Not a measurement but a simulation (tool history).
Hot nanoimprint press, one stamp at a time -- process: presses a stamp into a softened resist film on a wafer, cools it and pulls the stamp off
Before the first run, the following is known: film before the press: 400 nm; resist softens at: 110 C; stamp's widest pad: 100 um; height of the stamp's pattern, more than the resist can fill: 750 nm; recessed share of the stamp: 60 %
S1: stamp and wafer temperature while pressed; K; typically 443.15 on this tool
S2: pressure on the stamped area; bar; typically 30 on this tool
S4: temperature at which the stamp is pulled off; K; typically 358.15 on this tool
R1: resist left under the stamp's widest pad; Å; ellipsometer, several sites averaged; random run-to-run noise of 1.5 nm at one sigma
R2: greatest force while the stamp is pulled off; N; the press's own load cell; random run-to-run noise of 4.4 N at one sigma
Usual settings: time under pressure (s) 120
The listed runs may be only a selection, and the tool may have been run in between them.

run 1 hour=0 | S1=443.15 S2=30 time_under_pressure_(s)=120 S4=358.15 | R1=2326 R2=218
run 2 hour=4.5 | S1=443.15 S2=30 time_under_pressure_(s)=120 S4=358.15 | R1=2318 R2=214
run 3 hour=19.7 | S1=443.15 S2=30 time_under_pressure_(s)=120 S4=358.15 | R1=2334 R2=220
run 4 hour=24.2 | S1=443.15 S2=21 time_under_pressure_(s)=120 S4=358.15 | R1=2677 R2=205
run 5 hour=29.6 | S1=443.15 S2=21 time_under_pressure_(s)=120 S4=358.15 | R1=2685 R2=221
run 6 hour=37.1 | S1=443.15 S2=21 time_under_pressure_(s)=120 S4=358.15 | R1=2648 R2=212
run 7 hour=41.6 | S1=443.15 S2=21 time_under_pressure_(s)=120 S4=358.15 | R1=2652 R2=212
run 8 hour=48.3 | S1=443.15 S2=21 time_under_pressure_(s)=120 S4=358.15 | R1=2677 R2=213
run 9 hour=57.6 | S1=443.15 S2=21 time_under_pressure_(s)=120 S4=358.15 | R1=2667 R2=217
run 10 hour=63.2 | S1=443.15 S2=21 time_under_pressure_(s)=120 S4=358.15 | R1=2681 R2=209
run 11 hour=72.9 | S1=443.15 S2=30 time_under_pressure_(s)=165 S4=358.15 | R1=2097 R2=208
run 12 hour=79 | S1=443.15 S2=30 time_under_pressure_(s)=120 S4=358.15 | R1=2307 R2=211
run 13 hour=83.9 | S1=443.15 S2=30 time_under_pressure_(s)=120 S4=358.15 | R1=2347 R2=215
run 14 hour=90.3 | S1=443.15 S2=30 time_under_pressure_(s)=120 S4=345.15 | R1=2315 R2=275
run 15 hour=96.7 | S1=443.15 S2=30 time_under_pressure_(s)=236 S4=345.15 | R1=1861 R2=273
run 16 hour=104 | S1=443.15 S2=30 time_under_pressure_(s)=236 S4=345.15 | R1=1827 R2=278
run 17 hour=109 | S1=443.15 S2=30 time_under_pressure_(s)=120 S4=355.15 | R1=2312 R2=225
run 18 hour=118 | S1=443.15 S2=30 time_under_pressure_(s)=120 S4=355.15 | R1=2304 R2=225
run 19 hour=122.5 | S1=433.15 S2=27.7 time_under_pressure_(s)=205 S4=355.15 | R1=2733 R2=224
run 20 hour=127.1 | S1=437.15 S2=21 time_under_pressure_(s)=124 S4=358.15 | R1=3059 R2=219
run 21 hour=134.9 | S1=437.15 S2=21 time_under_pressure_(s)=124 S4=358.15 | R1=3026 R2=208
run 22 hour=141.3 | S1=443.15 S2=30 time_under_pressure_(s)=137 S4=364.15 | R1=2230 R2=178
run 23 hour=147.3 | S1=443.15 S2=30 time_under_pressure_(s)=137 S4=364.15 | R1=2215 R2=188
run 24 hour=151.8 | S1=447.15 S2=24.8 time_under_pressure_(s)=137 S4=364.15 | R1=2125 R2=189
run 25 hour=157.8 | S1=439.15 S2=24.8 time_under_pressure_(s)=82 S4=365.15 | R1=3036 R2=174
run 26 hour=166.9 | S1=452.15 S2=21.4 time_under_pressure_(s)=82 S4=365.15 | R1=2368 R2=182
run 27 hour=171.8 | S1=452.15 S2=21.4 time_under_pressure_(s)=82 S4=365.15 | R1=2375 R2=181
run 28 hour=181.3 | S1=438.15 S2=30 time_under_pressure_(s)=120 S4=355.15 | R1=2686 R2=231
run 29 hour=187.6 | S1=448.15 S2=34.7 time_under_pressure_(s)=80 S4=355.15 | R1=2159 R2=227
run 30 hour=192.8 | S1=449.15 S2=24.2 time_under_pressure_(s)=112 S4=357.15 | R1=2199 R2=223

Taken out of this log: 1 entry between the listed runs. Where each belongs, and how the hidden state differs across it:
After run 2, before run 3: stamp cleaned and given a new release coat (hour 16.4)
  grip of the stamp's worn release coat, % over a new coat's: 0.8 -> 0
